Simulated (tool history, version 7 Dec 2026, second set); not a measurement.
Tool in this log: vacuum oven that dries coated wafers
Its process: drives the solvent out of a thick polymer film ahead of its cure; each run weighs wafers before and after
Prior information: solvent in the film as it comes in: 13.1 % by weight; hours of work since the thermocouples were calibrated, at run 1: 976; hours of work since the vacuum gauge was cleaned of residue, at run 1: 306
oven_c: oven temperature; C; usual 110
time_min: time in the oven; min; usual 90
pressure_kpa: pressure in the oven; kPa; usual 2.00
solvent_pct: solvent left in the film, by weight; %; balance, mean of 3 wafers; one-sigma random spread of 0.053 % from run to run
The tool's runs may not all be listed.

run,day,oven_c,time_min,pressure_kpa,hours of work since the thermocouples were calibrated,hours of work since the vacuum gauge was cleaned of residue,solvent_pct
1,0.000,110,90,2.00,976,306,2.15
2,0.883,110,90,2.69,990,320,2.45
3,1.508,110,90,6.29,1000,330,4.23
4,2.325,110,90,6.29,1014,344,4.21
5,2.892,110,117,6.29,1023,353,3.87
6,3.554,110,117,6.29,1034,364,3.79
7,4.367,110,117,6.29,1047,377,3.71
8,4.979,110,90,1.20,1057,387,1.74
9,5.871,110,141,3.58,1072,402,2.31
10,6.683,110,141,3.58,1085,415,2.28
11,7.296,119,90,2.00,1095,425,1.19
# day 7.446: oven's thermocouples calibrated
12,8.042,119,90,2.00,10,436,1.26
# day 9.042: oven's thermocouples calibrated, once more
13,9.042,119,90,2.00,0,451,1.04
14,9.700,123,80,1.36,11,462,0.69
15,10.467,107,90,2.00,23,475,2.41
16,11.096,108,88,2.03,34,485,2.34

Hidden state or all else? Some run-to-run changes of solvent_pct, split into what the settings, what came in and random variation would give without the hidden state, and what is left for the hidden state (with any gauge scatter that isn't in both results):
The hidden state here: true wafer temperature over the reading, C; true pressure over the reading, kPa; drift of the gauge itself on solvent_pct, %.
Run 7 -> 8: time_min 117 -> 90, pressure_kpa 6.29 -> 1.20. solvent_pct -1.97 %: hidden state -0.08, all else -1.89.
Run 12 -> 13: oven's thermocouples calibrated, once more. solvent_pct -0.22 %: hidden state -0.21, all else -0.01.
